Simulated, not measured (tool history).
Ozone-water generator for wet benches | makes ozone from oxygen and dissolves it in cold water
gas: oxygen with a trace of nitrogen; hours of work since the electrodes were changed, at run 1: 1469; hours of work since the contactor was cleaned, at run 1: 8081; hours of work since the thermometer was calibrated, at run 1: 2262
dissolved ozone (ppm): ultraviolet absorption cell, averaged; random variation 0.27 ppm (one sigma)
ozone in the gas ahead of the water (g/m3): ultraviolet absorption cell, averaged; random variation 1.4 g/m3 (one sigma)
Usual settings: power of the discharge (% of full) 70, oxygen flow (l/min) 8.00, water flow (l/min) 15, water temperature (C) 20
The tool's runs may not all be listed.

run,day,power of the discharge (% of full),oxygen flow (l/min),water flow (l/min),water temperature (C),hours of work since the electrodes were changed,hours of work since the contactor was cleaned,hours of work since the thermometer was calibrated,dissolved ozone (ppm),ozone in the gas ahead of the water (g/m3)
1,0.000,70,8.00,15,20,1469,8081,2262,40.5,261.4
2,1.508,70,8.00,15,20,1498,8111,2292,40.4,262.7
3,3.262,70,11.11,15,20,1533,8145,2326,38.5,221.7
4,5.188,70,11.11,15,20,1570,8182,2363,38.1,217.5
5,6.308,70,11.11,15,20,1592,8204,2385,38.5,220.7
6,7.883,40,8.00,15,20,1623,8235,2416,29.9,194.9
7,9.179,40,8.00,15,15,1648,8260,2441,33.2,192.8
8,10.325,70,8.00,15,20,1670,8283,2464,40.2,258.7
9,12.354,70,8.00,15,20,1710,8322,2503,39.9,260.2
# day 13.725: contactor cleaned
10,15.012,70,8.00,15,20,1759,25,2552,39.6,260.3
11,16.950,70,8.00,15,20,1796,63,2590,40.2,258.4
# day 18.329: contactor cleaned, once more
12,19.250,70,8.00,15,20,1838,18,2631,40.8,258.5
13,20.558,70,8.00,15,20,1864,43,2657,40.9,260.1
14,23.079,70,8.00,15,20,1913,93,2706,40.9,258.0
15,25.067,70,8.00,15,20,1952,131,2745,41.2,259.3
16,26.121,70,8.34,15,20,1972,152,2765,41.1,255.0
17,28.538,70,8.00,15,20,2019,199,2813,40.7,257.0
18,29.708,70,8.00,15,20,2042,222,2836,40.5,256.6
# day 29.879: water thermometer calibrated
19,31.371,85,4.81,15,20,2074,254,29,46.6,369.6
20,33.762,85,4.81,15,20,2121,301,76,46.6,367.0
21,36.275,85,4.81,15,20,2170,350,125,47.1,363.2
22,38.517,47,5.49,15,20,2214,394,169,34.5,251.1
23,40.971,47,13.69,12,12,2262,442,216,39.7,161.5
24,42.233,70,4.50,16,21,2286,466,241,39.2,341.6
25,44.304,73,12.07,15,18,2327,507,282,40.6,214.2
26,45.808,46,10.69,20,27,2356,536,311,23.1,179.7
27,48.262,90,10.69,16,27,2404,584,359,36.3,251.5
28,49.621,90,12.36,16,27,2431,610,385,34.7,233.5
29,51.962,90,11.24,13,27,2476,656,431,38.4,247.4
30,54.050,90,7.19,19,25,2517,697,472,36.9,308.8
31,56.521,40,12.90,15,20,2565,745,520,27.7,151.9
32,58.254,70,8.58,15,20,2599,779,554,40.2,248.2
33,60.654,56,7.18,24,14,2646,826,601,29.8,240.3

Forecast each of these 4 alternatives for the next run:
A,62.558,70,8.97,20,12,2683,863,638,?,?
B,62.558,56,11.23,24,14,2683,863,638,?,?
C,62.558,57,4.21,23,20,2683,863,638,?,?
D,62.558,50,8.67,15,17,2683,863,638,?,?

run,dissolved ozone (ppm),ozone in the gas ahead of the water (g/m3)
A,38.7,240.7
B,29.8,193.5
C,27.3,316.4
D,35.5,207.3
Without the tool's hidden state the same runs would have given:
run,dissolved ozone (ppm),ozone in the gas ahead of the water (g/m3)
A,40.9,252.5
B,31.3,201.8
C,28.6,330.2
D,37.2,215.6
